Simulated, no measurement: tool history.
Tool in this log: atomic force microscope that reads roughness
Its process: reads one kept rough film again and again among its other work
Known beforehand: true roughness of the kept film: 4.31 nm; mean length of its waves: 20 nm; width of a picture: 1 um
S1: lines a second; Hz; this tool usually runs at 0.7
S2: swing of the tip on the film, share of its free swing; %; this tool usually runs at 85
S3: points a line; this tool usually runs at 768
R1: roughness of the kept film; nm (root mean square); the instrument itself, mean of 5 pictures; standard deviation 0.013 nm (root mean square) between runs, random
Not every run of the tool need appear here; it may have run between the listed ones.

Run 1, hour 0: usual settings. Result: R1 2.615 nm (root mean square).
Run 2, hour 62.4: usual settings but S3 258. Result: R1 2.358 nm (root mean square).
Run 3, hour 104.4: usual settings but S3 258. Result: R1 2.233 nm (root mean square).
At hour 160: new tip fitted.
Run 4, hour 165.9: usual settings but S3 258. Result: R1 3.056 nm (root mean square).
Run 5, hour 218: usual settings. Result: R1 2.894 nm (root mean square).
Run 6, hour 284.8: usual settings but S1 0.578 Hz. Result: R1 2.702 nm (root mean square).
Run 7, hour 340.7: usual settings but S3 459. Result: R1 2.455 nm (root mean square).

Expected results for the next run?
At hour 346.7: height scale calibrated on a step standard.
Run 8, hour 382.3: usual settings but S1 0.947 Hz, S3 459. Result: R1 ?.

{"run 8": {"R1": 2.241}}
If the tool had no hidden condition, the same run with the same run-to-run variation would have returned R1 3.08 nm (root mean square).

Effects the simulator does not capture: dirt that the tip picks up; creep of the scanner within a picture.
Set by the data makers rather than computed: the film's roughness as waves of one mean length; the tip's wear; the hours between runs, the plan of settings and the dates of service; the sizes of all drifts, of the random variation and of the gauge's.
